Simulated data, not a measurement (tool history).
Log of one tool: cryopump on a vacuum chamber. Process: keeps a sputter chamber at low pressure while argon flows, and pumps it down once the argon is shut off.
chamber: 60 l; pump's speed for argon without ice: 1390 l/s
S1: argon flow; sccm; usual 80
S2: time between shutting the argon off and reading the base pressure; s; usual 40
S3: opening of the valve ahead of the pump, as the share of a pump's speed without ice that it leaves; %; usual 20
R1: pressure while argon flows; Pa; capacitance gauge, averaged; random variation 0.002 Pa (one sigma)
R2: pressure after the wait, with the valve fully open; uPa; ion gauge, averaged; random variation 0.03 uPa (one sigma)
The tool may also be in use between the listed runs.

{"run": 1, "hour": 0.0, "S1": 80, "S2": 40, "S3": 20, "R1": 0.516, "R2": 3.46}
{"run": 2, "hour": 79.1, "S1": 80, "S2": 40, "S3": 20, "R1": 0.5188, "R2": 3.68}
{"run": 3, "hour": 196.2, "S1": 80, "S2": 40, "S3": 22, "R1": 0.447, "R2": 3.19}
{"run": 4, "hour": 250.4, "S1": 80, "S2": 40, "S3": 22, "R1": 0.4494, "R2": 1.5}
{"run": 5, "hour": 359.2, "S1": 80, "S2": 40, "S3": 22, "R1": 0.4508, "R2": 1.51}
{"run": 6, "hour": 433.1, "S1": 53, "S2": 40, "S3": 20, "R1": 0.3281, "R2": 1.64}
{"run": 7, "hour": 512.9, "S1": 53, "S2": 40, "S3": 20, "R1": 0.3312, "R2": 1.61}
{"run": 8, "hour": 600.0, "S1": 53, "S2": 40, "S3": 20, "R1": 0.332, "R2": 1.74}
{"run": 9, "hour": 673.5, "S1": 53, "S2": 40, "S3": 20, "R1": 0.3324, "R2": 1.76}
{"run": 10, "hour": 725.9, "S1": 53, "S2": 40, "S3": 20, "R1": 0.3365, "R2": 1.77}
{"run": 11, "hour": 802.7, "S1": 53, "S2": 40, "S3": 20, "R1": 0.3381, "R2": 1.81}
{"run": 12, "hour": 851.8, "S1": 80, "S2": 40, "S3": 20, "R1": 0.5092, "R2": 1.86}
{"run": 13, "hour": 944.0, "S1": 80, "S2": 40, "S3": 20, "R1": 0.5148, "R2": 1.96}
{"run": 14, "hour": 1005.3, "S1": 80, "S2": 40, "S3": 53, "R1": 0.213, "R2": 2.05}
{"run": 15, "hour": 1110.2, "S1": 80, "S2": 40, "S3": 53, "R1": 0.1841, "R2": 1.89}
{"run": 16, "hour": 1166.0, "S1": 157, "S2": 33, "S3": 46, "R1": 0.4231, "R2": 2.14}
{"run": 17, "hour": 1262.0, "S1": 80, "S2": 40, "S3": 50, "R1": 0.2016, "R2": 2.02}
{"run": 18, "hour": 1329.6, "S1": 80, "S2": 40, "S3": 50, "R1": 0.2013, "R2": 2.08}
{"run": 19, "hour": 1395.0, "S1": 80, "S2": 40, "S3": 50, "R1": 0.2032, "R2": 2.07}
{"run": 20, "hour": 1478.3, "S1": 34, "S2": 40, "S3": 54, "R1": 0.0811, "R2": 2.13}
{"run": 21, "hour": 1569.2, "S1": 80, "S2": 40, "S3": 46, "R1": 0.2249, "R2": 2.19}
{"run": 22, "hour": 1617.5, "S1": 59, "S2": 55, "S3": 27, "R1": 0.2789, "R2": 1.95}
{"run": 23, "hour": 1683.5, "S1": 37, "S2": 41, "S3": 60, "R1": 0.0836, "R2": 2.28}
{"run": 24, "hour": 1780.3, "S1": 69, "S2": 59, "S3": 20, "R1": 0.4362, "R2": 1.93}
{"run": 25, "hour": 1840.4, "S1": 69, "S2": 59, "S3": 25, "R1": 0.3539, "R2": 2.03}
{"run": 26, "hour": 1889.3, "S1": 73, "S2": 49, "S3": 25, "R1": 0.3795, "R2": 2.25}
{"run": 27, "hour": 1995.2, "S1": 73, "S2": 49, "S3": 21, "R1": 0.4504, "R2": 2.33}
{"run": 28, "hour": 2100.3, "S1": 73, "S2": 49, "S3": 21, "R1": 0.4268, "R2": 2.06}
{"run": 29, "hour": 2169.7, "S1": 57, "S2": 69, "S3": 16, "R1": 0.4378, "R2": 1.84}
{"run": 30, "hour": 2222.2, "S1": 44, "S2": 92, "S3": 20, "R1": 0.2709, "R2": 1.68}

Not shown: 4 entries that the log had between the listed runs. Between which runs, and how does the tool's hidden state differ before and after?
Between runs 2 and 3: pump warmed up, emptied and cooled again (hour 90.9)
  pump's speed, % of a pump's without ice: 76.7 -> 96.7; cold plate's temperature, K: 12.39 -> 12.41; leak into the chamber, uPa l/s: 2529 -> 2596
  measured less the result without the state, R1: +0.0307 -> +0.0042 Pa; R2: +2.19 -> +1.73 uPa
Between runs 3 and 4: leaking fittings of the chamber tightened, without venting (hour 235.3)
  pump's speed, % of a pump's without ice: 96.7 -> 95.3; cold plate's temperature, K: 12.41 -> 12.42; leak into the chamber, uPa l/s: 2596 -> 319
  measured less the result without the state, R1: +0.0042 -> +0.0056 Pa; R2: +1.73 -> +0.03 uPa
Between runs 14 and 15: pump warmed up, emptied and cooled again (hour 1092.1)
  pump's speed, % of a pump's without ice: 77.2 -> 99.2; cold plate's temperature, K: 12.57 -> 12.59; leak into the chamber, uPa l/s: 777 -> 841
  measured less the result without the state, R1: +0.0302 -> +0.0019 Pa; R2: +0.53 -> +0.4 uPa
Between runs 27 and 28: pump warmed up, emptied and cooled again (hour 2086.2)
  pump's speed, % of a pump's without ice: 78.5 -> 99.2; cold plate's temperature, K: 12.76 -> 12.79; leak into the chamber, uPa l/s: 1381 -> 1444
  measured less the result without the state, R1: +0.0262 -> +0.0021 Pa; R2: +1.07 -> +0.84 uPa

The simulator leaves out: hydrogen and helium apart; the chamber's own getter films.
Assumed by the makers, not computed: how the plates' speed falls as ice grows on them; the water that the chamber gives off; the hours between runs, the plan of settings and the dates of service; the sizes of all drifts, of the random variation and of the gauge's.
